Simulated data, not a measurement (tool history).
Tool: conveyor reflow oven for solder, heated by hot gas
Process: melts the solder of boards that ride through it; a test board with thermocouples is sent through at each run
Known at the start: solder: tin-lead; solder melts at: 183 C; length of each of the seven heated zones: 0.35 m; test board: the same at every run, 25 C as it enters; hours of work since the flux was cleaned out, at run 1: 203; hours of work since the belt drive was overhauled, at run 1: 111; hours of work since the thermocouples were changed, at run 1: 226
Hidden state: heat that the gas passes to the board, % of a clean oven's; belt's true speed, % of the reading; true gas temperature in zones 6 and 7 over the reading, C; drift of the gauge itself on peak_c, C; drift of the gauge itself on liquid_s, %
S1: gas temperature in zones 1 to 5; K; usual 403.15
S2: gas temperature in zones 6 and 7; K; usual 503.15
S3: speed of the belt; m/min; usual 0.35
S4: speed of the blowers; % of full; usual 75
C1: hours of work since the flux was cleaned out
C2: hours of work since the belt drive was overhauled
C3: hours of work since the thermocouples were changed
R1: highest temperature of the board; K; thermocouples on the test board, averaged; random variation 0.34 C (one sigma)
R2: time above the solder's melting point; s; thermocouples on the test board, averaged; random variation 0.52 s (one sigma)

run,hour,S1,S2,S3,S4,C1,C2,C3,R1,R2
1,0,403.15,503.15,0.35,75,203,111,226,484.45,78.4
2,24,403.15,503.15,0.35,75,217,124,240,484.15,78.1
3,37.5,403.15,503.15,0.35,68,224,132,247,482.75,73.8
4,61.6,403.15,503.15,0.35,68,237,145,260,482.05,73.4
5,88.1,403.15,517.15,0.35,68,252,160,275,494.15,89.5
6,114.1,403.15,503.15,0.35,75,266,174,289,482.75,76.2
7,142.7,403.15,503.15,0.35,75,281,189,305,483.95,76.5
8,172.9,403.15,503.15,0.35,75,298,206,321,482.95,76
9,203,403.15,503.15,0.35,75,315,222,338,483.35,74.8
10,220.4,403.15,503.15,0.35,75,324,232,347,482.95,75.3
11,235.6,403.15,503.15,0.35,68,332,240,355,481.05,72
12,259.2,403.15,503.15,0.35,68,345,253,368,479.95,71.6
# hour 266.4: flux residue cleaned out of gas plates and filters
13,284.1,403.15,503.15,0.35,68,10,264,379,479.75,68.7
14,297.4,403.15,503.15,0.35,89,17,271,386,484.75,79
15,314.1,411.15,503.15,0.366,75,26,280,396,480.95,72.4
16,331.9,411.15,503.15,0.366,75,36,290,405,481.35,73
17,358,403.15,503.15,0.294,76,50,304,420,486.35,99
18,373,402.15,491.15,0.315,64,58,313,428,472.05,59.6
19,393.5,403.15,503.15,0.327,60,70,324,439,479.45,72.3
# hour 403: flux residue cleaned out of gas plates and filters, once more
20,425.1,403.15,510.15,0.35,68,12,338,454,490.75,86.4
21,453.6,403.15,510.15,0.35,68,28,354,469,489.75,85.9
22,466.6,393.15,499.15,0.35,75,35,361,476,480.65,69.4
23,495.3,403.15,503.15,0.342,78,50,377,492,486.95,84.3
24,509.2,403.15,503.15,0.342,78,58,385,500,486.75,84.4
25,539.4,403.15,491.15,0.301,64,75,401,516,476.05,79.5
26,566.5,403.15,491.15,0.301,64,89,416,531,475.95,78.2
27,582.1,412.15,515.15,0.35,74,98,424,539,496.65,97.7
28,610.2,409.15,515.15,0.35,74,113,440,555,496.25,94.3

3 ways to go on from here, each from the tool as it stands after run 28. What would each give?
A,638.8,407.15,492.15,0.35,75,129,455,571,?,?
B,638.8,409.15,493.15,0.346,74,129,455,571,?,?
C,638.8,409.15,516.15,0.292,84,129,455,571,?,?

run,R1,R2
A,475.85,66.5
B,477.25,71.4
C,504.85,124.9
Without the tool's hidden state the same runs would have given:
run,R1,R2
A,479.05,72.5
B,480.45,77.1
C,508.25,127.1
